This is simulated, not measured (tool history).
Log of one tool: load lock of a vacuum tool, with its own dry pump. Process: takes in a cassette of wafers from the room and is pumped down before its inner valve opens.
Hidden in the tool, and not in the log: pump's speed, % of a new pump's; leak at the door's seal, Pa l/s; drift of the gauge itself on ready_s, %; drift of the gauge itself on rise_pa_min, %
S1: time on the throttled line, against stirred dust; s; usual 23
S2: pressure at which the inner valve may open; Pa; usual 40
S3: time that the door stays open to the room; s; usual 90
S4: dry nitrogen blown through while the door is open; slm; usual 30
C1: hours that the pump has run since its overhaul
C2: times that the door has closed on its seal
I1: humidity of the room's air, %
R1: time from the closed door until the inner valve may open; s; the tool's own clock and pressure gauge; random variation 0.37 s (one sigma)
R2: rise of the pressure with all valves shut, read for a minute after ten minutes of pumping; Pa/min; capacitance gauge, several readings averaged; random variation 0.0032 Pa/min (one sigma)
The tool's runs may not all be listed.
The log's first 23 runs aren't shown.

Run 24, hour 4791.1: usual settings but S1 25 s, S3 108 s; C1 11223; C2 16273; I1 48.1. Result: R1 39 s, R2 0.152 Pa/min.
Run 25, hour 4908.7: usual settings but S1 25 s, S3 108 s; C1 11341; C2 16394; I1 42. Result: R1 39.3 s, R2 0.143 Pa/min.
Run 26, hour 5047.9: usual settings but S1 25 s, S3 108 s; C1 11480; C2 16538; I1 42.4. Result: R1 38.8 s, R2 0.141 Pa/min.
Run 27, hour 5313.3: usual settings but S1 13 s, S2 35 Pa, S3 30 s, S4 6 slm; C1 11745; C2 16812; I1 45.7. Result: R1 28.6 s, R2 0.111 Pa/min.
Run 28, hour 5540.4: usual settings but S1 13 s, S2 35 Pa, S3 30 s, S4 6 slm; C1 11973; C2 17047; I1 46.3. Result: R1 28.7 s, R2 0.114 Pa/min.
Run 29, hour 5735.8: usual settings but S1 13 s, S2 35 Pa, S3 30 s, S4 6 slm; C1 12168; C2 17249; I1 44.5. Result: R1 28.6 s, R2 0.105 Pa/min.
Run 30, hour 5961.6: usual settings but S1 14 s, S2 29 Pa, S3 141 s; C1 12394; C2 17482; I1 45.5. Result: R1 29.4 s, R2 0.18 Pa/min.
Run 31, hour 6241.5: usual settings but S1 14 s, S3 189 s, S4 17 slm; C1 12674; C2 17771; I1 38.6. Result: R1 29.9 s, R2 0.217 Pa/min.
Run 32, hour 6380.4: usual settings but S1 14 s, S3 189 s, S4 17 slm; C1 12813; C2 17914; I1 47.1. Result: R1 29.4 s, R2 0.261 Pa/min.
Run 33, hour 6625: usual settings but S1 27 s, S2 49 Pa, S4 18 slm; C1 13057; C2 18167; I1 43.9. Result: R1 41 s, R2 0.161 Pa/min.
Run 34, hour 6832.1: usual settings but S1 27 s, S2 49 Pa, S4 18 slm; C1 13264; C2 18381; I1 44.6. Result: R1 40.9 s, R2 0.157 Pa/min.
Run 35, hour 7063.3: usual settings but S1 27 s, S2 49 Pa, S4 18 slm; C1 13496; C2 18620; I1 42.9. Result: R1 41 s, R2 0.169 Pa/min.
Run 36, hour 7212.5: usual settings but S1 30 s, S2 49 Pa, S4 12 slm; C1 13645; C2 18774; I1 42.4. Result: R1 43.2 s, R2 0.176 Pa/min.
Run 37, hour 7442.4: usual settings but S1 30 s, S2 49 Pa, S4 12 slm; C1 13875; C2 19011; I1 47.1. Result: R1 44 s, R2 0.182 Pa/min.
Run 38, hour 7682.8: usual settings but S1 30 s, S2 49 Pa, S4 12 slm; C1 14115; C2 19259; I1 45. Result: R1 43.2 s, R2 0.185 Pa/min.

Forecast each of these 3 alternatives for the next run:
Run A, hour 7846.8: usual settings but S1 44 s; C1 14279; C2 19429; I1 43.2. Result: R1 ?, R2 ?.
Run B, hour 7846.8: usual settings but S1 30 s, S2 70 Pa, S4 6 slm; C1 14279; C2 19429; I1 44.6. Result: R1 ?, R2 ?.
Run C, hour 7846.8: usual settings but S4 28 slm; C1 14279; C2 19429; I1 42.7. Result: R1 ?, R2 ?.

run    R1     R2
  A  57.7  0.144
  B  42.9    0.2
  C  37.5  0.145
Without the tool's hidden state the same runs would have given:
run    R1     R2
  A  55.7  0.091
  B  40.8  0.146
  C    35  0.092
